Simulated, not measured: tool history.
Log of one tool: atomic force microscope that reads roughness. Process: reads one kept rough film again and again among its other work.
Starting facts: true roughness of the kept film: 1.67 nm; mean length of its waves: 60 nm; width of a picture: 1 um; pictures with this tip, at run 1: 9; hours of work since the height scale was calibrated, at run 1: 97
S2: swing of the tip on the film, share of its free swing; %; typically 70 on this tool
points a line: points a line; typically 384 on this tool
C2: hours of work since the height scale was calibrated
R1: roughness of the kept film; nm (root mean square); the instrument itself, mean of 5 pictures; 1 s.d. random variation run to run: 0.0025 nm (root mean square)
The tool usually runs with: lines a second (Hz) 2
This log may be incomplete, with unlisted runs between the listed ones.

{"run": 1, "hour": 0.0, "lines a second (Hz)": 2, "S2": 70, "points a line": 384, "pictures with this tip": 9, "C2": 97, "R1": 1.49}
{"run": 2, "hour": 18.8, "lines a second (Hz)": 2, "S2": 70, "points a line": 384, "pictures with this tip": 32, "C2": 111, "R1": 1.483}
{"run": 3, "hour": 44.6, "lines a second (Hz)": 2, "S2": 70, "points a line": 384, "pictures with this tip": 65, "C2": 129, "R1": 1.486}
{"run": 4, "hour": 61.0, "lines a second (Hz)": 2, "S2": 70, "points a line": 384, "pictures with this tip": 85, "C2": 142, "R1": 1.482}
{"run": 5, "hour": 73.7, "lines a second (Hz)": 2, "S2": 70, "points a line": 384, "pictures with this tip": 101, "C2": 151, "R1": 1.481}
{"run": 6, "hour": 86.5, "lines a second (Hz)": 2, "S2": 70, "points a line": 384, "pictures with this tip": 118, "C2": 160, "R1": 1.483}
{"run": 7, "hour": 106.3, "lines a second (Hz)": 2, "S2": 70, "points a line": 384, "pictures with this tip": 142, "C2": 175, "R1": 1.482}
{"run": 8, "hour": 123.9, "lines a second (Hz)": 2, "S2": 70, "points a line": 384, "pictures with this tip": 165, "C2": 188, "R1": 1.478}
{"run": 9, "hour": 134.7, "lines a second (Hz)": 2, "S2": 70, "points a line": 384, "pictures with this tip": 178, "C2": 196, "R1": 1.482}
{"run": 10, "hour": 159.9, "lines a second (Hz)": 2, "S2": 70, "points a line": 650, "pictures with this tip": 210, "C2": 214, "R1": 1.478}
{"run": 11, "hour": 179.3, "lines a second (Hz)": 2, "S2": 78, "points a line": 384, "pictures with this tip": 234, "C2": 228, "R1": 1.401}
{"run": 12, "hour": 200.0, "lines a second (Hz)": 2, "S2": 78, "points a line": 384, "pictures with this tip": 261, "C2": 244, "R1": 1.4}
{"run": 13, "hour": 216.7, "lines a second (Hz)": 2, "S2": 70, "points a line": 670, "pictures with this tip": 281, "C2": 256, "R1": 1.471}
{"run": 14, "hour": 230.2, "lines a second (Hz)": 2, "S2": 70, "points a line": 384, "pictures with this tip": 299, "C2": 266, "R1": 1.47}
{"hour": 236.0, "done": "new tip fitted"}
{"run": 15, "hour": 254.2, "lines a second (Hz)": 2, "S2": 70, "points a line": 406, "pictures with this tip": 23, "C2": 283, "R1": 1.492}
{"run": 16, "hour": 264.9, "lines a second (Hz)": 0.85, "S2": 70, "points a line": 384, "pictures with this tip": 37, "C2": 291, "R1": 1.579}
{"run": 17, "hour": 276.3, "lines a second (Hz)": 0.85, "S2": 70, "points a line": 384, "pictures with this tip": 51, "C2": 299, "R1": 1.574}
{"run": 18, "hour": 297.9, "lines a second (Hz)": 2, "S2": 70, "points a line": 384, "pictures with this tip": 78, "C2": 315, "R1": 1.487}
{"run": 19, "hour": 316.5, "lines a second (Hz)": 2, "S2": 70, "points a line": 384, "pictures with this tip": 101, "C2": 329, "R1": 1.489}
{"run": 20, "hour": 337.4, "lines a second (Hz)": 2, "S2": 70, "points a line": 541, "pictures with this tip": 128, "C2": 344, "R1": 1.483}
{"run": 21, "hour": 352.4, "lines a second (Hz)": 3.2, "S2": 70, "points a line": 384, "pictures with this tip": 147, "C2": 355, "R1": 1.402}
{"run": 22, "hour": 374.2, "lines a second (Hz)": 3.2, "S2": 70, "points a line": 384, "pictures with this tip": 174, "C2": 371, "R1": 1.399}
{"run": 23, "hour": 392.5, "lines a second (Hz)": 3.2, "S2": 70, "points a line": 384, "pictures with this tip": 197, "C2": 384, "R1": 1.398}
{"run": 24, "hour": 404.7, "lines a second (Hz)": 3.2, "S2": 84, "points a line": 384, "pictures with this tip": 213, "C2": 393, "R1": 1.207}
{"run": 25, "hour": 417.9, "lines a second (Hz)": 2, "S2": 70, "points a line": 384, "pictures with this tip": 229, "C2": 403, "R1": 1.479}
{"run": 26, "hour": 433.2, "lines a second (Hz)": 2, "S2": 70, "points a line": 384, "pictures with this tip": 248, "C2": 414, "R1": 1.476}
{"run": 27, "hour": 451.8, "lines a second (Hz)": 2, "S2": 70, "points a line": 384, "pictures with this tip": 272, "C2": 428, "R1": 1.475}
{"run": 28, "hour": 467.6, "lines a second (Hz)": 0.55, "S2": 77, "points a line": 730, "pictures with this tip": 292, "C2": 439, "R1": 1.57}
{"hour": 477.8, "done": "new tip fitted"}
{"run": 29, "hour": 488.2, "lines a second (Hz)": 0.83, "S2": 56, "points a line": 384, "pictures with this tip": 13, "C2": 454, "R1": 1.626}
{"run": 30, "hour": 502.2, "lines a second (Hz)": 0.83, "S2": 56, "points a line": 384, "pictures with this tip": 31, "C2": 464, "R1": 1.629}
{"run": 31, "hour": 520.1, "lines a second (Hz)": 2, "S2": 69, "points a line": 912, "pictures with this tip": 53, "C2": 477, "R1": 1.506}
{"run": 32, "hour": 534.8, "lines a second (Hz)": 0.57, "S2": 69, "points a line": 304, "pictures with this tip": 72, "C2": 488, "R1": 1.601}
{"run": 33, "hour": 555.3, "lines a second (Hz)": 2.35, "S2": 69, "points a line": 304, "pictures with this tip": 98, "C2": 503, "R1": 1.478}
{"run": 34, "hour": 577.1, "lines a second (Hz)": 2.35, "S2": 69, "points a line": 304, "pictures with this tip": 125, "C2": 519, "R1": 1.474}
{"run": 35, "hour": 591.5, "lines a second (Hz)": 1.13, "S2": 69, "points a line": 330, "pictures with this tip": 143, "C2": 530, "R1": 1.56}
{"run": 36, "hour": 603.3, "lines a second (Hz)": 2.33, "S2": 58, "points a line": 351, "pictures with this tip": 158, "C2": 538, "R1": 1.551}
{"run": 37, "hour": 629.0, "lines a second (Hz)": 1.11, "S2": 79, "points a line": 384, "pictures with this tip": 190, "C2": 557, "R1": 1.498}
{"run": 38, "hour": 653.2, "lines a second (Hz)": 1.35, "S2": 70, "points a line": 879, "pictures with this tip": 221, "C2": 575, "R1": 1.536}
{"run": 39, "hour": 665.7, "lines a second (Hz)": 1.74, "S2": 70, "points a line": 768, "pictures with this tip": 237, "C2": 584, "R1": 1.507}
{"run": 40, "hour": 678.4, "lines a second (Hz)": 3.52, "S2": 68, "points a line": 727, "pictures with this tip": 253, "C2": 594, "R1": 1.408}
{"run": 41, "hour": 696.6, "lines a second (Hz)": 3.52, "S2": 68, "points a line": 352, "pictures with this tip": 276, "C2": 607, "R1": 1.402}
{"run": 42, "hour": 710.3, "lines a second (Hz)": 3.52, "S2": 68, "points a line": 352, "pictures with this tip": 293, "C2": 617, "R1": 1.402}
{"hour": 719.8, "done": "new tip fitted"}
{"run": 43, "hour": 731.1, "lines a second (Hz)": 3.52, "S2": 68, "points a line": 352, "pictures with this tip": 14, "C2": 632, "R1": 1.426}
{"run": 44, "hour": 752.0, "lines a second (Hz)": 2, "S2": 70, "points a line": 384, "pictures with this tip": 41, "C2": 647, "R1": 1.502}
{"run": 45, "hour": 776.6, "lines a second (Hz)": 2, "S2": 70, "points a line": 384, "pictures with this tip": 72, "C2": 665, "R1": 1.496}
{"run": 46, "hour": 797.3, "lines a second (Hz)": 1.13, "S2": 58, "points a line": 499, "pictures with this tip": 98, "C2": 680, "R1": 1.614}
{"run": 47, "hour": 815.0, "lines a second (Hz)": 1.13, "S2": 76, "points a line": 851, "pictures with this tip": 120, "C2": 693, "R1": 1.529}
{"run": 48, "hour": 828.6, "lines a second (Hz)": 2.94, "S2": 62, "points a line": 352, "pictures with this tip": 137, "C2": 703, "R1": 1.502}
{"run": 49, "hour": 851.0, "lines a second (Hz)": 2.94, "S2": 62, "points a line": 428, "pictures with this tip": 165, "C2": 720, "R1": 1.508}
{"run": 50, "hour": 866.1, "lines a second (Hz)": 1.96, "S2": 66, "points a line": 390, "pictures with this tip": 184, "C2": 731, "R1": 1.522}
{"run": 51, "hour": 878.5, "lines a second (Hz)": 0.62, "S2": 78, "points a line": 384, "pictures with this tip": 200, "C2": 740, "R1": 1.567}
{"run": 52, "hour": 889.6, "lines a second (Hz)": 0.62, "S2": 78, "points a line": 384, "pictures with this tip": 214, "C2": 748, "R1": 1.566}
{"run": 53, "hour": 900.1, "lines a second (Hz)": 2, "S2": 60, "points a line": 384, "pictures with this tip": 227, "C2": 756, "R1": 1.552}

Pick out some run-to-run changes in R1. Of each, how much would a tool without hidden state show as well, from the settings, what came in and chance, and how much is left for the hidden state and any gauge scatter not in both results compared?
Unlogged tool condition in this case: radius of the tip, nm; height scale over the true one, %; drift of the gauge itself on roughness_nm, %.
Run 14 -> 15: points a line 384 -> 406, new tip fitted. R1 +0.022 nm (root mean square): hidden state +0.022, all else +0.
Run 23 -> 24: S2 70 -> 84. R1 -0.191 nm (root mean square): hidden state +0, all else -0.191.
Run 24 -> 25: lines a second (Hz) 3.2 -> 2, S2 84 -> 70. R1 +0.272 nm (root mean square): hidden state -0.002, all else +0.274.
Run 28 -> 29: lines a second (Hz) 0.55 -> 0.83, S2 77 -> 56, points a line 730 -> 384, new tip fitted. R1 +0.056 nm (root mean square): hidden state +0.025, all else +0.031.
Run 30 -> 31: lines a second (Hz) 0.83 -> 2, S2 56 -> 69, points a line 384 -> 912. R1 -0.123 nm (root mean square): hidden state -0.002, all else -0.121.
Run 42 -> 43: new tip fitted. R1 +0.024 nm (root mean square): hidden state +0.021, all else +0.003.

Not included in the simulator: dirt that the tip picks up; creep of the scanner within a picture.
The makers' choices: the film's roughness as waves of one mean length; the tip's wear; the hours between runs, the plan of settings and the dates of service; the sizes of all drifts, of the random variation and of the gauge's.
